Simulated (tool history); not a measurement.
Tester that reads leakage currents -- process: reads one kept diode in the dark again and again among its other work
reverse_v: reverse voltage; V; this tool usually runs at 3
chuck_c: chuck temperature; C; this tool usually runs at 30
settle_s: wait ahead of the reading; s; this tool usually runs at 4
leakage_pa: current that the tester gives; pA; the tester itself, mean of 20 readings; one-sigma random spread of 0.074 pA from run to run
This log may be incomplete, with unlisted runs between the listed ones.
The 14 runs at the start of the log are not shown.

run    hour  reverse_v  chuck_c  settle_s  leakage_pa
 15   452.1          3       49         4       64.82
 16     473          3       49         4       65.09
 17   495.5          3       49         4       64.63
 18     520          3       30         4       19.45
 19   556.8          3       30         4       19.54
 20   591.9       5.07       30      1.99       24.63
 21   627.5       5.07       30      1.99       24.57
 22   660.8       5.07       59      0.62      145.89
 23   702.7       5.07       59      0.62      145.96
 24     729       5.07       59      0.62       145.9
 25   747.7       4.38       30      9.36       22.82
 26   780.5       4.38       30      9.36       22.98
 27   822.5       5.09       26      0.82        20.5
 28     842       5.09       26      0.82       20.62
 29   871.7       5.31       47      1.56       73.06
 30   913.3       2.36       24      0.33       14.15
 31   933.8          3       30      0.34       22.01
 32   951.9       11.9       52      0.81      136.84
 33   972.7       11.9       52      0.81      136.79
 34   993.9      14.59       52      0.81      148.93
 35  1033.7      14.59       52      0.81      148.55
 36  1062.9          3       42      0.62       44.36
 37  1101.1       2.95       34      1.98       26.26

Below are 4 alternative next runs, each starting from the tool's condition after run 37. Predict each:
  A  1119.1       5.27       30      6.81           ?
  B  1119.1          3       30      2.95           ?
  C  1119.1      11.58       30         4           ?
  D  1119.1      18.27       50      6.99           ?

run  leakage_pa
  A       25.48
  B       20.35
  C       36.27
  D      141.16
Had the tool no hidden state, the same runs would have come out as:
run  leakage_pa
  A       22.31
  B       18.34
  C        30.1
  D      129.11

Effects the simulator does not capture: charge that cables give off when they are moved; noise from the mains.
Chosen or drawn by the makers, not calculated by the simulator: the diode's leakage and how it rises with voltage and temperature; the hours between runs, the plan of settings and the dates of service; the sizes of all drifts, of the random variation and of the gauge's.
